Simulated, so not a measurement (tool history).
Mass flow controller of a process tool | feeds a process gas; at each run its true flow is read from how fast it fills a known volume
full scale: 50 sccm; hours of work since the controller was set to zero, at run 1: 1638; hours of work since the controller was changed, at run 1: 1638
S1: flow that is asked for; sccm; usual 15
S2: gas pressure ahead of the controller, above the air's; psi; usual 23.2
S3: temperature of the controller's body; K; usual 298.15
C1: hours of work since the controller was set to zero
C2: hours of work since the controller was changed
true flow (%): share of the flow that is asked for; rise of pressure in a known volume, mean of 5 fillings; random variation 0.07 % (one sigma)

run 1 hour=0.0 | S1=15 S2=23.2 S3=298.15 | C1=1638 C2=1638 | true_flow_(%)=98.79
run 2 hour=127.7 | S1=15 S2=23.2 S3=298.15 | C1=1721 C2=1721 | true_flow_(%)=98.84
run 3 hour=189.5 | S1=15 S2=23.2 S3=298.15 | C1=1761 C2=1761 | true_flow_(%)=98.98
run 4 hour=298.9 | S1=31 S2=23.2 S3=298.15 | C1=1831 C2=1831 | true_flow_(%)=99.33
run 5 hour=445.1 | S1=31 S2=23.2 S3=296.15 | C1=1926 C2=1926 | true_flow_(%)=99.59
run 6 hour=564.6 | S1=31 S2=23.2 S3=296.15 | C1=2003 C2=2003 | true_flow_(%)=99.58
run 7 hour=681.7 | S1=19 S2=23.2 S3=298.15 | C1=2079 C2=2079 | true_flow_(%)=99.10
run 8 hour=743.2 | S1=19 S2=37.9 S3=298.15 | C1=2119 C2=2119 | true_flow_(%)=99.77
run 9 hour=811.1 | S1=12 S2=34.1 S3=308.15 | C1=2163 C2=2163 | true_flow_(%)=98.53
-- hour=825.2 controller's zero set anew
run 10 hour=917.6 | S1=12 S2=25.4 S3=306.15 | C1=60 C2=2231 | true_flow_(%)=98.69
run 11 hour=1061.1 | S1=12 S2=25.4 S3=306.15 | C1=153 C2=2324 | true_flow_(%)=98.87
run 12 hour=1139.6 | S1=12 S2=25.4 S3=306.15 | C1=203 C2=2375 | true_flow_(%)=98.84
run 13 hour=1215.2 | S1=18 S2=36.3 S3=301.15 | C1=252 C2=2424 | true_flow_(%)=99.66

5 ways to go on from here, each from the tool as it stands after run 13. What would each give?
run A hour=1320.0 | S1=8 S2=36.3 S3=301.15 | C1=320 C2=2491 | true_flow_(%)=?
run B hour=1320.0 | S1=15 S2=23.2 S3=299.15 | C1=320 C2=2491 | true_flow_(%)=?
run C hour=1320.0 | S1=15 S2=37.4 S3=298.15 | C1=320 C2=2491 | true_flow_(%)=?
run D hour=1320.0 | S1=15 S2=25.7 S3=295.15 | C1=320 C2=2491 | true_flow_(%)=?
run E hour=1320.0 | S1=11 S2=22.9 S3=296.15 | C1=320 C2=2491 | true_flow_(%)=?

run=A true_flow_(%)=100.39
run=B true_flow_(%)=99.49
run=C true_flow_(%)=100.15
run=D true_flow_(%)=99.89
run=E true_flow_(%)=100.04
Without the tool's hidden state the same runs would have given:
run=A true_flow_(%)=97.89
run=B true_flow_(%)=97.98
run=C true_flow_(%)=98.64
run=D true_flow_(%)=98.38
run=E true_flow_(%)=98.12

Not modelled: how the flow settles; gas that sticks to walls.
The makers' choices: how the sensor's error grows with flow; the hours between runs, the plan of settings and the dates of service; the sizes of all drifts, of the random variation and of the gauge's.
